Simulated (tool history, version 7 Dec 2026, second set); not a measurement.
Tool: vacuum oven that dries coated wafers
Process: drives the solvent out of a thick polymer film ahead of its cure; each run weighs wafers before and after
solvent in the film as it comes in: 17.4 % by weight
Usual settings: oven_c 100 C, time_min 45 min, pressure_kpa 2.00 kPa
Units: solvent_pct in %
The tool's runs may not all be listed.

{"run": 1, "hour": 0.0, "oven_c": 100, "time_min": 45, "pressure_kpa": 2.0, "solvent_pct": 1.82}
{"run": 2, "hour": 46.5, "oven_c": 100, "time_min": 45, "pressure_kpa": 2.0, "solvent_pct": 1.85}
{"run": 3, "hour": 119.2, "oven_c": 100, "time_min": 45, "pressure_kpa": 3.1, "solvent_pct": 2.17}
{"run": 4, "hour": 204.6, "oven_c": 100, "time_min": 45, "pressure_kpa": 3.1, "solvent_pct": 2.27}
{"run": 5, "hour": 294.7, "oven_c": 100, "time_min": 30, "pressure_kpa": 2.0, "solvent_pct": 3.3}
{"hour": 350.2, "done": "oven's thermocouples calibrated"}
{"run": 6, "hour": 395.7, "oven_c": 100, "time_min": 30, "pressure_kpa": 2.0, "solvent_pct": 3.57}
{"run": 7, "hour": 459.0, "oven_c": 100, "time_min": 45, "pressure_kpa": 2.0, "solvent_pct": 2.16}
{"run": 8, "hour": 554.5, "oven_c": 100, "time_min": 45, "pressure_kpa": 2.0, "solvent_pct": 2.2}
{"run": 9, "hour": 632.3, "oven_c": 100, "time_min": 30, "pressure_kpa": 2.0, "solvent_pct": 3.84}
{"run": 10, "hour": 684.7, "oven_c": 100, "time_min": 45, "pressure_kpa": 2.03, "solvent_pct": 2.38}
{"hour": 756.7, "done": "oven's thermocouples calibrated, once more"}
{"run": 11, "hour": 775.7, "oven_c": 100, "time_min": 51, "pressure_kpa": 2.0, "solvent_pct": 1.42}
{"run": 12, "hour": 825.9, "oven_c": 100, "time_min": 51, "pressure_kpa": 2.0, "solvent_pct": 1.39}
{"run": 13, "hour": 885.5, "oven_c": 113, "time_min": 51, "pressure_kpa": 2.0, "solvent_pct": 0.61}
{"run": 14, "hour": 969.6, "oven_c": 100, "time_min": 72, "pressure_kpa": 2.0, "solvent_pct": 1.09}
{"run": 15, "hour": 1028.2, "oven_c": 100, "time_min": 45, "pressure_kpa": 1.75, "solvent_pct": 1.53}
{"run": 16, "hour": 1112.3, "oven_c": 100, "time_min": 24, "pressure_kpa": 2.0, "solvent_pct": 3.99}
{"run": 17, "hour": 1190.5, "oven_c": 100, "time_min": 24, "pressure_kpa": 2.0, "solvent_pct": 3.87}
{"run": 18, "hour": 1271.6, "oven_c": 100, "time_min": 45, "pressure_kpa": 2.0, "solvent_pct": 1.86}
{"run": 19, "hour": 1318.4, "oven_c": 100, "time_min": 43, "pressure_kpa": 2.0, "solvent_pct": 1.93}
{"run": 20, "hour": 1387.9, "oven_c": 100, "time_min": 43, "pressure_kpa": 2.0, "solvent_pct": 1.88}
{"run": 21, "hour": 1444.0, "oven_c": 101, "time_min": 45, "pressure_kpa": 2.0, "solvent_pct": 1.72}
{"run": 22, "hour": 1492.9, "oven_c": 101, "time_min": 45, "pressure_kpa": 2.0, "solvent_pct": 1.68}
{"run": 23, "hour": 1539.0, "oven_c": 100, "time_min": 53, "pressure_kpa": 2.0, "solvent_pct": 1.55}
{"run": 24, "hour": 1582.5, "oven_c": 100, "time_min": 35, "pressure_kpa": 2.0, "solvent_pct": 2.58}
{"run": 25, "hour": 1663.3, "oven_c": 107, "time_min": 59, "pressure_kpa": 3.38, "solvent_pct": 1.34}
{"run": 26, "hour": 1729.0, "oven_c": 100, "time_min": 39, "pressure_kpa": 1.18, "solvent_pct": 2.11}
{"run": 27, "hour": 1793.6, "oven_c": 100, "time_min": 39, "pressure_kpa": 1.18, "solvent_pct": 1.98}
{"run": 28, "hour": 1846.5, "oven_c": 107, "time_min": 39, "pressure_kpa": 1.18, "solvent_pct": 0.97}
{"run": 29, "hour": 1919.6, "oven_c": 107, "time_min": 39, "pressure_kpa": 1.18, "solvent_pct": 1.11}
{"run": 30, "hour": 1968.9, "oven_c": 87, "time_min": 25, "pressure_kpa": 6.94, "solvent_pct": 9.95}
{"run": 31, "hour": 2043.8, "oven_c": 106, "time_min": 57, "pressure_kpa": 6.96, "solvent_pct": 2.38}
{"run": 32, "hour": 2106.7, "oven_c": 108, "time_min": 34, "pressure_kpa": 5.64, "solvent_pct": 2.36}
{"run": 33, "hour": 2181.4, "oven_c": 96, "time_min": 65, "pressure_kpa": 1.83, "solvent_pct": 1.76}
{"run": 34, "hour": 2258.8, "oven_c": 86, "time_min": 53, "pressure_kpa": 1.97, "solvent_pct": 5.1}
{"run": 35, "hour": 2345.5, "oven_c": 100, "time_min": 59, "pressure_kpa": 2.0, "solvent_pct": 1.46}
{"hour": 2363.0, "done": "vacuum gauge cleaned of residue and calibrated"}
{"run": 36, "hour": 2396.9, "oven_c": 100, "time_min": 59, "pressure_kpa": 2.0, "solvent_pct": 1.18}
{"run": 37, "hour": 2481.3, "oven_c": 100, "time_min": 29, "pressure_kpa": 5.19, "solvent_pct": 4.2}
{"hour": 2541.9, "done": "oven's thermocouples calibrated"}
{"run": 38, "hour": 2558.2, "oven_c": 109, "time_min": 27, "pressure_kpa": 2.0, "solvent_pct": 1.22}
{"run": 39, "hour": 2640.8, "oven_c": 109, "time_min": 27, "pressure_kpa": 2.0, "solvent_pct": 1.17}
{"run": 40, "hour": 2702.1, "oven_c": 109, "time_min": 67, "pressure_kpa": 2.0, "solvent_pct": 0.56}
{"run": 41, "hour": 2780.5, "oven_c": 102, "time_min": 45, "pressure_kpa": 2.0, "solvent_pct": 1.11}
{"run": 42, "hour": 2880.5, "oven_c": 102, "time_min": 45, "pressure_kpa": 2.0, "solvent_pct": 1.15}
{"run": 43, "hour": 2948.1, "oven_c": 102, "time_min": 45, "pressure_kpa": 2.0, "solvent_pct": 1.23}
{"run": 44, "hour": 3003.8, "oven_c": 108, "time_min": 57, "pressure_kpa": 2.0, "solvent_pct": 0.63}
{"run": 45, "hour": 3048.0, "oven_c": 108, "time_min": 57, "pressure_kpa": 2.0, "solvent_pct": 0.59}
{"run": 46, "hour": 3114.6, "oven_c": 90, "time_min": 52, "pressure_kpa": 5.17, "solvent_pct": 4.55}

Measured less the same run without the tool's hidden state. The same run-to-run variation is in both; the gauge's scatter may not be:
The hidden state here: true wafer temperature over the reading, C; true pressure over the reading, kPa; drift of the gauge itself on solvent_pct, %.
run=1 solvent_pct=+0.49
run=2 solvent_pct=+0.50
run=3 solvent_pct=+0.54
run=4 solvent_pct=+0.57
run=5 solvent_pct=+0.76
run=6 solvent_pct=+1.17
run=7 solvent_pct=+0.88
run=8 solvent_pct=+0.93
run=9 solvent_pct=+1.28
run=10 solvent_pct=+0.99
run=11 solvent_pct=+0.31
run=12 solvent_pct=+0.33
run=13 solvent_pct=+0.20
run=14 solvent_pct=+0.33
run=15 solvent_pct=+0.39
run=16 solvent_pct=+0.48
run=17 solvent_pct=+0.51
run=18 solvent_pct=+0.45
run=19 solvent_pct=+0.48
run=20 solvent_pct=+0.49
run=21 solvent_pct=+0.46
run=22 solvent_pct=+0.48
run=23 solvent_pct=+0.48
run=24 solvent_pct=+0.60
run=25 solvent_pct=+0.34
run=26 solvent_pct=+0.60
run=27 solvent_pct=+0.63
run=28 solvent_pct=+0.42
run=29 solvent_pct=+0.42
run=30 solvent_pct=+0.98
run=31 solvent_pct=+0.48
run=32 solvent_pct=+0.55
run=33 solvent_pct=+0.70
run=34 solvent_pct=+1.22
run=35 solvent_pct=+0.62
run=36 solvent_pct=+0.23
run=37 solvent_pct=+0.66
run=38 solvent_pct=+0.04
run=39 solvent_pct=+0.06
run=40 solvent_pct=+0.04
run=41 solvent_pct=+0.08
run=42 solvent_pct=+0.11
run=43 solvent_pct=+0.13
run=44 solvent_pct=+0.07
run=45 solvent_pct=+0.08
run=46 solvent_pct=+0.33
